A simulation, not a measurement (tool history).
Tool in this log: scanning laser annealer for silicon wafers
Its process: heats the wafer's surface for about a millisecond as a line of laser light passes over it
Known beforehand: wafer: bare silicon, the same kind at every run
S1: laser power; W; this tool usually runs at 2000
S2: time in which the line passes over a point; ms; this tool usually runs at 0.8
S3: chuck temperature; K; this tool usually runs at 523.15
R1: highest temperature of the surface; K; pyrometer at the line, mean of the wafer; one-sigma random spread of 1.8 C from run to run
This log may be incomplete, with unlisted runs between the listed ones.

run     day    S1     S2      S3       R1
  1       0  2000    0.8  523.15  1302.15
  2   2.062  2000    0.8  523.15  1300.15
  3   4.729  2000    0.8  523.15  1299.15
  4   6.758  2000    0.8  523.15  1298.15
  5   9.246  2000  0.598  523.15  1189.15
  6  11.404  2000    0.8  555.15  1328.15
  7  13.775  2000    0.8  555.15  1324.15
  8  16.296  1910  0.788  550.15  1281.15
  9  18.492  1910  0.788  550.15  1274.15
 10  20.671  2017  0.594  523.15  1186.15
      21.05  -- window over the wafer cleaned
 11  22.175  2017  0.594  523.15  1174.15
 12  24.854  1752  0.853  556.15  1248.15
 13  27.046  1737  0.755  523.15  1163.15
 14  29.179  1816    0.8  523.15  1211.15

5 options for the next run, each taken on its own from the tool as it stands now. Forecast them:
  A  32.325  1948  0.643  497.15   ?
  B  32.325  1936  0.994  487.15   ?
  C  32.325  2187    0.8  546.15   ?
  D  32.325  2173  0.667  523.15   ?
  E  32.325  1816  0.935  523.15   ?

run       R1
  A  1152.15
  B  1297.15
  C  1356.15
  D  1254.15
  E  1265.15
Stripped of hidden state, with their random variation kept, the same runs would have yielded:
run       R1
  A  1195.15
  B  1349.15
  C  1409.15
  D  1302.15
  E  1313.15

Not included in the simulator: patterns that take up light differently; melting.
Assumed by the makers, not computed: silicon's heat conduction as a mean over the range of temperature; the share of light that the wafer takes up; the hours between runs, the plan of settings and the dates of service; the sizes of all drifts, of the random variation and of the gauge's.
